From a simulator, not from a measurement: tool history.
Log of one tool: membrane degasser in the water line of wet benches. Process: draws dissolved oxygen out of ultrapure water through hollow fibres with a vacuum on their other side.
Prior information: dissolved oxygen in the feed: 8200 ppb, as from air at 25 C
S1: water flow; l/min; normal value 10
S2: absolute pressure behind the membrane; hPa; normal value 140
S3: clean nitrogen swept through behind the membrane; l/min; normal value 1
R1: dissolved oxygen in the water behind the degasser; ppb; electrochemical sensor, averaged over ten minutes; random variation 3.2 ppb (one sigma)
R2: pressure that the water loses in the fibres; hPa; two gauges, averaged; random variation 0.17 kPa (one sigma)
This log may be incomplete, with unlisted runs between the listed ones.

| run | hour | S1 | S2 | S3 | R1 | R2 |
|---|---|---|---|---|---|---|
| 1 | 0 | 10 | 140 | 1 | 333.9 | 263.5 |
| 2 | 71.7 | 10 | 140 | 1 | 330 | 259.7 |
| 3 | 127.1 | 10 | 140 | 1 | 330.3 | 261.9 |
| 4 | 164.4 | 10 | 140 | 1 | 326.9 | 262.4 |
| 5 | 232.4 | 10 | 140 | 1.34 | 268.5 | 259.3 |
| 6 | 286.6 | 10 | 140 | 1.34 | 275.3 | 266.2 |
| 7 | 363.7 | 10 | 140 | 1.34 | 266.8 | 266.3 |
| 8 | 436.3 | 10 | 140 | 1.34 | 267.8 | 265.2 |
| 9 | 501.5 | 10 | 140 | 1.34 | 273.1 | 260.3 |
| 10 | 543.3 | 10 | 140 | 1.28 | 276.4 | 262.3 |
| 11 | 601 | 10 | 140 | 1.28 | 281.3 | 264.2 |
| 12 | 634.8 | 10 | 140 | 1.28 | 290.3 | 262.5 |
| 13 | 679.4 | 10 | 140 | 1.28 | 285.9 | 265.8 |
| 14 | 751.3 | 9 | 140 | 0.45 | 530.4 | 238.7 |
| 15 | 787.8 | 13 | 205 | 1.19 | 586.6 | 344 |
|  | 795.4 | vacuum gauge calibrated |
| 16 | 833.6 | 6 | 205 | 0.68 | 378 | 159.9 |
| 17 | 910.2 | 6 | 205 | 0.68 | 381.8 | 160.9 |
|  | 957.7 | vacuum gauge calibrated, once more |
| 18 | 985.8 | 7 | 164 | 1.4 | 183.8 | 186.6 |
| 19 | 1042 | 7 | 101 | 1.96 | 84.2 | 186.7 |
| 20 | 1085.1 | 10 | 111 | 2.81 | 150.9 | 265.5 |
| 21 | 1127.7 | 10 | 111 | 2.81 | 150.2 | 264.3 |
| 22 | 1178.8 | 10 | 111 | 2.81 | 149.5 | 264.7 |
| 23 | 1230.8 | 10 | 111 | 2.81 | 149.9 | 267.6 |
| 24 | 1287.6 | 10 | 111 | 2.81 | 147.3 | 266 |

What if the next run were any one of these 5? Each begins from the tool's condition after run 24:
|  | 1315.6 | seals of the vacuum lines changed |
| A | 1338.1 | 10 | 111 | 1 | ? | ? |
|  | 1315.6 | seals of the vacuum lines changed |
| B | 1338.1 | 10 | 111 | 1.39 | ? | ? |
|  | 1315.6 | seals of the vacuum lines changed |
| C | 1338.1 | 8 | 140 | 0.63 | ? | ? |
|  | 1315.6 | seals of the vacuum lines changed |
| D | 1338.1 | 16 | 179 | 0.49 | ? | ? |
|  | 1315.6 | seals of the vacuum lines changed |
| E | 1338.1 | 7 | 103 | 0.71 | ? | ? |

| run | R1 | R2 |
|---|---|---|
| A | 257.4 | 266.9 |
| B | 212.5 | 268.1 |
| C | 341.7 | 213.8 |
| D | 1157.1 | 423.6 |
| E | 182.6 | 185 |
Take away the tool's hidden state, keep each run's random variation, and the runs would have read:
| run | R1 | R2 |
|---|---|---|
| A | 247.9 | 259.8 |
| B | 203 | 261 |
| C | 336.6 | 208.1 |
| D | 1135 | 412.3 |
| E | 179.1 | 180 |
